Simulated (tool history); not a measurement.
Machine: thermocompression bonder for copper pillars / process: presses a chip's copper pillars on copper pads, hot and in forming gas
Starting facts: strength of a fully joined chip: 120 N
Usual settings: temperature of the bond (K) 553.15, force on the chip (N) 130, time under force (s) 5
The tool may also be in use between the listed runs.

run   hour  temperature of the bond (K)  force on the chip (N)  time under force (s)  force that shears a chip off (N)
  1    0.0                       553.15                    130                     5                              59.3
  2   21.2                       553.15                    130                     5                              60.2
  3   40.4                       556.15                    130                     5                              60.6
  4   59.6                       553.15                    130                    10                              74.2
  5   83.2                       553.15                    130                    10                              72.3
  6   97.8                       553.15                    130                    10                              74.0
  7  122.3                       553.15                    130                     5                              58.6
  8  147.7                       529.15                    130                     5                              42.7
  9  161.6                       547.15                    130                     5                              54.3
 10  179.2                       547.15                    130                     5                              53.2
 11  206.0                       547.15                    130                     5                              52.8
 12  225.5                       553.15                    100                     5                              44.9
     234.2  -- forming gas filter changed
 13  242.7                       553.15                    100                     5                              50.6
 14  257.1                       553.15                    100                     5                              49.9
     261.9  -- heater calibrated with a thermocouple chip
 15  273.1                       553.15                    100                     5                              49.0
 16  288.9                       553.15                    100                     5                              50.3
 17  302.6                       553.15                    130                     3                              53.6
 18  330.6                       553.15                    130                     5                              61.9
 19  353.7                       553.15                    130                     5                              63.0
 20  377.2                       553.15                     82                     5                              40.3

Estimate the outcome of run 21 from the log above:
     386.8  -- heater calibrated with a thermocouple chip, once more
 21  405.1                       553.15                     82                     5                                 ?

force that shears a chip off (N): 38.4
The same run, on a tool lacking any hidden state, would have yielded force that shears a chip off (N) 41.0.
